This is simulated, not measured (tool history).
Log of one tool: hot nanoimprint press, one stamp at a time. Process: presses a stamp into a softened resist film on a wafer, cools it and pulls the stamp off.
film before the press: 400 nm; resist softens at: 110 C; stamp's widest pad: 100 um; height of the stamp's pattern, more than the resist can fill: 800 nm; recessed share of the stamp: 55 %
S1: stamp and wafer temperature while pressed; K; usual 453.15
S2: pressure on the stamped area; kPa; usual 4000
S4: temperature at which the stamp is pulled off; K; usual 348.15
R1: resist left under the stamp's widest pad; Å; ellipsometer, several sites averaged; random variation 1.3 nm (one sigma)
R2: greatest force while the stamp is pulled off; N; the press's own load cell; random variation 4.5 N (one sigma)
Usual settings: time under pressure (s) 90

Run 1, hour 0.0: usual settings. Result: R1 2008 Å, R2 222 N.
Run 2, hour 51.5: usual settings. Result: R1 2030 Å, R2 214 N.
Run 3, hour 111.4: usual settings but S2 5380 kPa. Result: R1 1764 Å, R2 218 N.
Run 4, hour 184.8: usual settings but S2 5380 kPa. Result: R1 1750 Å, R2 226 N.
Run 5, hour 237.3: usual settings but S4 333.15 K. Result: R1 2036 Å, R2 239 N.
At hour 275.5: stamp cleaned and given a new release coat.
Run 6, hour 292.5: usual settings. Result: R1 2008 Å, R2 219 N.
Run 7, hour 347.1: usual settings. Result: R1 2015 Å, R2 217 N.
Run 8, hour 402.4: usual settings. Result: R1 2033 Å, R2 215 N.
At hour 433.8: press's hydraulic seals changed and the load cell set to zero.
Run 9, hour 466.3: usual settings. Result: R1 2000 Å, R2 217 N.
At hour 483.7: plate thermocouple calibrated.
Run 10, hour 554.2: usual settings. Result: R1 2032 Å, R2 211 N.
Run 11, hour 645.5: usual settings. Result: R1 2008 Å, R2 228 N.
Run 12, hour 704.7: usual settings. Result: R1 1999 Å, R2 220 N.
Run 13, hour 797.1: usual settings but S1 443.15 K. Result: R1 2747 Å, R2 211 N.
Run 14, hour 879.6: usual settings but S1 443.15 K. Result: R1 2757 Å, R2 222 N.
Run 15, hour 965.3: usual settings but S1 443.15 K. Result: R1 2765 Å, R2 217 N.
At hour 995.0: stamp cleaned and given a new release coat.
Run 16, hour 1055.6: usual settings but S1 464.15 K, S2 2770 kPa, time under pressure (s) 99. Result: R1 1593 Å, R2 216 N.
Run 17, hour 1096.4: usual settings but S1 444.15 K, S2 6070 kPa. Result: R1 2325 Å, R2 222 N.
Run 18, hour 1179.6: usual settings but S2 3730 kPa, time under pressure (s) 52. Result: R1 2448 Å, R2 226 N.
Run 19, hour 1221.5: usual settings but S2 3730 kPa, time under pressure (s) 136. Result: R1 1795 Å, R2 218 N.
Run 20, hour 1278.2: usual settings but S2 5650 kPa, time under pressure (s) 136. Result: R1 1468 Å, R2 224 N.
Run 21, hour 1362.4: usual settings but S1 457.15 K, S2 3660 kPa, time under pressure (s) 136, S4 345.15 K. Result: R1 1529 Å, R2 219 N.
At hour 1391.6: plate thermocouple calibrated.
Run 22, hour 1441.0: usual settings but S1 457.15 K, S2 3660 kPa, time under pressure (s) 99, S4 334.15 K. Result: R1 1762 Å, R2 232 N.
Run 23, hour 1490.9: usual settings but S1 457.15 K, S2 3660 kPa, time under pressure (s) 99, S4 334.15 K. Result: R1 1747 Å, R2 231 N.
At hour 1566.6: press's hydraulic seals changed and the load cell set to zero.
Run 24, hour 1586.8: usual settings but S1 454.15 K, S2 2890 kPa, S4 341.15 K. Result: R1 2230 Å, R2 224 N.
Run 25, hour 1664.3: usual settings but S1 454.15 K, S2 4340 kPa, S4 341.15 K. Result: R1 1887 Å, R2 232 N.
At hour 1714.8: stamp cleaned and given a new release coat.
Run 26, hour 1718.6: usual settings but S1 458.15 K, S2 4510 kPa, time under pressure (s) 79, S4 355.15 K. Result: R1 1690 Å, R2 209 N.
Run 27, hour 1756.8: usual settings but time under pressure (s) 114, S4 333.15 K. Result: R1 1843 Å, R2 239 N.
Run 28, hour 1821.2: usual settings but S2 4920 kPa, time under pressure (s) 114, S4 353.15 K. Result: R1 1666 Å, R2 210 N.
Run 29, hour 1911.9: usual settings but S2 4920 kPa, time under pressure (s) 114, S4 353.15 K. Result: R1 1677 Å, R2 214 N.

Forecast each of these 4 alternatives for the next run:
Run A, hour 1980.8: usual settings but S2 4360 kPa, time under pressure (s) 126, S4 343.15 K. Result: R1 ?, R2 ?.
Run B, hour 1980.8: usual settings but S1 447.15 K. Result: R1 ?, R2 ?.
Run C, hour 1980.8: usual settings but S2 4050 kPa. Result: R1 ?, R2 ?.
Run D, hour 1980.8: usual settings but S1 451.15 K, S2 2970 kPa, time under pressure (s) 56, S4 353.15 K. Result: R1 ?, R2 ?.

run    R1   R2
  A  1717  231
  B  2463  220
  C  2008  226
  D  2758  217
Without the tool's hidden state the same runs would have given:
run    R1   R2
  A  1713  230
  B  2459  219
  C  2004  226
  D  2754  216
